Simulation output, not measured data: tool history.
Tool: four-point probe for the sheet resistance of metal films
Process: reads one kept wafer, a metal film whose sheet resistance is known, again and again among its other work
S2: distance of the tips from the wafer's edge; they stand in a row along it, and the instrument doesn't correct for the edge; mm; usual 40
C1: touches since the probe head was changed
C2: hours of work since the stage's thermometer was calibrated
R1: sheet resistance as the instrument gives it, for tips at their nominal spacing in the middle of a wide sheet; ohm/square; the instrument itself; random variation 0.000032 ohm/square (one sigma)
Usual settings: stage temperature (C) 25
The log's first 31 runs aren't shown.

Run 32, day 16.554: usual settings but stage temperature (C) 22, S2 47 mm; C1 26002; C2 408. Result: R1 0.161656 ohm/square.
Run 33, day 16.912: usual settings but S2 52 mm; C1 26412; C2 414. Result: R1 0.161371 ohm/square.
Run 34, day 17.279: usual settings but stage temperature (C) 19, S2 13 mm; C1 26835; C2 420. Result: R1 0.162618 ohm/square.
Run 35, day 17.933: usual settings but S2 20 mm; C1 27588; C2 431. Result: R1 0.161686 ohm/square.
Run 36, day 18.388: usual settings but S2 20 mm; C1 28109; C2 438. Result: R1 0.161724 ohm/square.
Run 37, day 19.008: usual settings but S2 8 mm; C1 28824; C2 448. Result: R1 0.163534 ohm/square.
Run 38, day 19.592: usual settings but S2 8 mm; C1 29494; C2 458. Result: R1 0.163517 ohm/square.
Run 39, day 19.912: usual settings but stage temperature (C) 34, S2 74 mm; C1 29863; C2 463. Result: R1 0.160765 ohm/square.
Run 40, day 20.567: usual settings but stage temperature (C) 27, S2 69 mm; C1 30614; C2 474. Result: R1 0.161254 ohm/square.
Run 41, day 21.204: usual settings but S2 25 mm; C1 31348; C2 485. Result: R1 0.161647 ohm/square.
Run 42, day 21.762: usual settings but stage temperature (C) 19, S2 19 mm; C1 31992; C2 494. Result: R1 0.162197 ohm/square.
Run 43, day 22.317: usual settings but stage temperature (C) 24, S2 15 mm; C1 32626; C2 503. Result: R1 0.162037 ohm/square.
Run 44, day 22.796: usual settings but stage temperature (C) 18; C1 33176; C2 511. Result: R1 0.161935 ohm/square.

4 ways to go on from here, each from the tool as it stands after run 44. What would each give?
Run A, day 23.442: usual settings but stage temperature (C) 21, S2 58 mm; C1 33921; C2 522. Result: R1 ?.
Run B, day 23.442: usual settings but stage temperature (C) 32, S2 30 mm; C1 33921; C2 522. Result: R1 ?.
Run C, day 23.442: usual settings but stage temperature (C) 19, S2 38 mm; C1 33921; C2 522. Result: R1 ?.
Run D, day 23.442: usual settings; C1 33921; C2 522. Result: R1 ?.

run        R1
  A  0.161751
  B  0.161108
  C  0.161868
  D  0.161509
Without the tool's hidden state the same runs would have given:
run        R1
  A  0.161224
  B  0.160582
  C  0.161341
  D  0.160982
